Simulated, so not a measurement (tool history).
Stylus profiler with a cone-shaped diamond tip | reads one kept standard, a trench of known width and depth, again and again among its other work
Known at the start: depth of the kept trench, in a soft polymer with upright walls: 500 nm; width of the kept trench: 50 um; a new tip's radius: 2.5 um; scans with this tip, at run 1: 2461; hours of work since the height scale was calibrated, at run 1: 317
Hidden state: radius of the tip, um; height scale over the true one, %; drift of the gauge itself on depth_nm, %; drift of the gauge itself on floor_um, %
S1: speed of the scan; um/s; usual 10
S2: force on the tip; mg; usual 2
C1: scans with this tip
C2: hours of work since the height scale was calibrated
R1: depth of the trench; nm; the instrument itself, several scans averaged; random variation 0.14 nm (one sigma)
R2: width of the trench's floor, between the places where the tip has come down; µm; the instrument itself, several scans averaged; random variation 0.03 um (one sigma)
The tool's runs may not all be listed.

Run 1, hour 0: usual settings; C1 2461; C2 317. Result: R1 505.13 nm, R2 46.79 µm.
Run 2, hour 16.7: usual settings but S1 3 um/s; C1 2545; C2 327. Result: R1 505.07 nm, R2 46.81 µm.
Run 3, hour 24.7: usual settings but S1 3 um/s; C1 2585; C2 333. Result: R1 505.24 nm, R2 46.8 µm.
Run 4, hour 39.3: usual settings but S1 6 um/s; C1 2659; C2 342. Result: R1 505.05 nm, R2 46.81 µm.
Run 5, hour 51.9: usual settings but S1 6 um/s; C1 2722; C2 350. Result: R1 505.2 nm, R2 46.77 µm.
At hour 54.1: height scale calibrated on a step standard.
Run 6, hour 65.8: usual settings but S1 6 um/s; C1 2790; C2 8. Result: R1 505.49 nm, R2 46.83 µm.
Run 7, hour 74.2: usual settings but S1 2 um/s; C1 2832; C2 13. Result: R1 505.37 nm, R2 46.79 µm.
Run 8, hour 86.3: usual settings but S1 2 um/s; C1 2893; C2 21. Result: R1 505.31 nm, R2 46.75 µm.
Run 9, hour 95.8: usual settings but S1 2 um/s, S2 1.19 mg; C1 2941; C2 27. Result: R1 503.8 nm, R2 46.74 µm.
Run 10, hour 108.7: usual settings but S2 0.78 mg; C1 3006; C2 35. Result: R1 503.42 nm, R2 46.78 µm.

Measured less the same run without the tool's hidden state. The same run-to-run variation is in both; the gauge's scatter may not be:
run     R1     R2
  1  +0.82  -0.19
  2  +0.84  -0.19
  3  +0.85   -0.2
  4  +0.88   -0.2
  5  +0.89   -0.2
  6  +1.15   -0.2
  7  +1.15  -0.21
  8  +1.17  -0.21
  9  +1.19  -0.22
 10   +1.2  -0.22
